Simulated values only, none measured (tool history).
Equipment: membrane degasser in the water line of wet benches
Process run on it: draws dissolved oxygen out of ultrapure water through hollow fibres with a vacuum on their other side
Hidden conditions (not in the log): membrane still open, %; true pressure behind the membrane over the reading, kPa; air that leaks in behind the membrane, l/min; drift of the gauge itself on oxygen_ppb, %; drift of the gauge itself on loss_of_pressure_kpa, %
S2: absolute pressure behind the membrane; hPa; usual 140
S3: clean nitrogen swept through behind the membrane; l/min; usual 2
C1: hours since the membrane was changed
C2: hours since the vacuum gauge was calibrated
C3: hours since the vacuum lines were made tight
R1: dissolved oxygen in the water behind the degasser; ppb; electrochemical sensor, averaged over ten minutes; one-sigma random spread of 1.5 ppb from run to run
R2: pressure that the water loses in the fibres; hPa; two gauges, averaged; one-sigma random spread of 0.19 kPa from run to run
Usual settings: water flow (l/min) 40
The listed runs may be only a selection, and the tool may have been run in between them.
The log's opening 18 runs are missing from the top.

Run 19, hour 806.2: usual settings but water flow (l/min) 30, S2 241 hPa, S3 3.62 l/min; C1 1639; C2 2657; C3 1282. Result: R1 398.4 ppb, R2 287.3 hPa.
Run 20, hour 841.6: usual settings but water flow (l/min) 49, S2 119 hPa, S3 2.36 l/min; C1 1675; C2 2693; C3 1318. Result: R1 401.3 ppb, R2 471.3 hPa.
Run 21, hour 879.9: usual settings but water flow (l/min) 46, S2 149 hPa, S3 1.56 l/min; C1 1713; C2 2731; C3 1356. Result: R1 692.5 ppb, R2 441.1 hPa.
Run 22, hour 915.7: usual settings but water flow (l/min) 25, S2 265 hPa, S3 0.89 l/min; C1 1749; C2 2767; C3 1392. Result: R1 1220 ppb, R2 241.4 hPa.
Run 23, hour 952.8: usual settings but water flow (l/min) 26; C1 1786; C2 2804; C3 1429. Result: R1 318.4 ppb, R2 254.1 hPa.
Run 24, hour 999.9: usual settings but water flow (l/min) 28, S2 164 hPa, S3 4.99 l/min; C1 1833; C2 2851; C3 1476. Result: R1 181 ppb, R2 269 hPa.
Run 25, hour 1051.6: usual settings but water flow (l/min) 28, S2 164 hPa, S3 4.99 l/min; C1 1885; C2 2903; C3 1528. Result: R1 181.7 ppb, R2 269.7 hPa.
Run 26, hour 1087.2: usual settings but water flow (l/min) 28, S2 164 hPa, S3 4.99 l/min; C1 1920; C2 2938; C3 1563. Result: R1 180.4 ppb, R2 272.1 hPa.
Run 27, hour 1122.5: usual settings but water flow (l/min) 31, S2 164 hPa, S3 4.99 l/min; C1 1956; C2 2974; C3 1599. Result: R1 200.4 ppb, R2 300.7 hPa.
Run 28, hour 1165.1: usual settings but water flow (l/min) 26, S2 254 hPa, S3 1.11 l/min; C1 1998; C2 3016; C3 1641. Result: R1 1019.6 ppb, R2 252.2 hPa.
Run 29, hour 1226.4: usual settings but water flow (l/min) 34; C1 2060; C2 3078; C3 1703. Result: R1 405.7 ppb, R2 327.7 hPa.
Run 30, hour 1265: usual settings but water flow (l/min) 45, S3 2.96 l/min; C1 2098; C2 3116; C3 1741. Result: R1 373.9 ppb, R2 438.1 hPa.
Run 31, hour 1311.5: usual settings but water flow (l/min) 45, S3 2.96 l/min; C1 2145; C2 3163; C3 1788. Result: R1 373.1 ppb, R2 432 hPa.

Consider 4 possible next runs. They are alternatives, not a sequence: every one starts from the tool as it was left by run 31. What does each give?
Run A, hour 1367.4: usual settings but water flow (l/min) 63; C1 2201; C2 3219; C3 1844. Result: R1 ?, R2 ?.
Run B, hour 1367.4: usual settings but water flow (l/min) 45, S2 97 hPa, S3 3.17 l/min; C1 2201; C2 3219; C3 1844. Result: R1 ?, R2 ?.
Run C, hour 1367.4: usual settings but water flow (l/min) 37, S2 138 hPa; C1 2201; C2 3219; C3 1844. Result: R1 ?, R2 ?.
Run D, hour 1367.4: usual settings but water flow (l/min) 55, S3 0.81 l/min; C1 2201; C2 3219; C3 1844. Result: R1 ?, R2 ?.

run      R1     R2
  A   686.1    615
  B   221.5  439.8
  C   430.7  358.4
  D  1177.7  535.8
Had the tool no hidden state, the same runs would have come out as:
run      R1     R2
  A   685.8  598.1
  B   221.3  427.8
  C   430.5  348.5
  D  1177.4  521.1
